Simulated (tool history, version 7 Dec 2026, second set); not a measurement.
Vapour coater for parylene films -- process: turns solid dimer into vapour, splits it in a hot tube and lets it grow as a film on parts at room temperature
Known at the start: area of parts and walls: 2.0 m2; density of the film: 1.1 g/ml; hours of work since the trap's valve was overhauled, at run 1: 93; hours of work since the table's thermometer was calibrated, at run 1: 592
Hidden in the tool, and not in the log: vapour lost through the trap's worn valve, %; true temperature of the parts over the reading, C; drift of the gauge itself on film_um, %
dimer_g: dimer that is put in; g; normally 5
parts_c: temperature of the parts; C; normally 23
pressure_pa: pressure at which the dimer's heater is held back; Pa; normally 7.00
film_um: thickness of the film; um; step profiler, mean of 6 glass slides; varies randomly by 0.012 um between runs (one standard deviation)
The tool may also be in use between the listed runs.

run	hour	dimer_g	parts_c	pressure_pa	hours of work since the trap's valve was overhauled	hours of work since the table's thermometer was calibrated	film_um
1	0.0	5	23	7.00	93	592	1.21
2	31.5	5	23	7.00	111	609	1.21
3	60.0	5	27	7.00	126	625	1.03
4	94.4	5	16	7.00	145	644	1.56
5	130.6	5	16	7.00	165	664	1.59
6	156.0	5	16	7.00	179	678	1.57
7	189.1	5	16	7.00	197	696	1.59
8	223.7	5	23	7.00	216	715	1.23
9	249.7	5	23	7.00	230	729	1.22
10	281.5	5	23	7.00	248	746	1.24
11	319.0	5	23	7.00	268	767	1.19
12	351.2	5	23	7.00	286	785	1.21
13	369.9	6	26	2.40	296	795	1.60
14	398.3	6	26	4.96	312	810	1.36
15	427.2	6	26	4.96	328	826	1.38
16	461.7	6	26	4.96	347	845	1.40
17	502.0	5	17	6.15	369	867	1.56
18	523.3	3	29	7.00	380	879	0.59
19	546.1	3	29	7.00	393	891	0.57
20	581.2	5	16	5.17	412	911	1.67
# hour 595.1: table's thermometer calibrated
21	614.8	6	16	5.17	430	11	2.01

5 options for the next run, each taken on its own from the tool as it stands now. Forecast them:
A	641.3	6	23	7.00	445	25	?
B	641.3	6	19	4.85	445	25	?
C	641.3	8	23	7.00	445	25	?
D	641.3	3	31	11.20	445	25	?
E	641.3	5	17	2.83	445	25	?

run	film_um
A	1.45
B	1.82
C	1.93
D	0.48
E	1.79
Without the tool's unlogged condition, the same runs would have read:
run	film_um
A	1.46
B	1.83
C	1.94
D	0.48
E	1.80
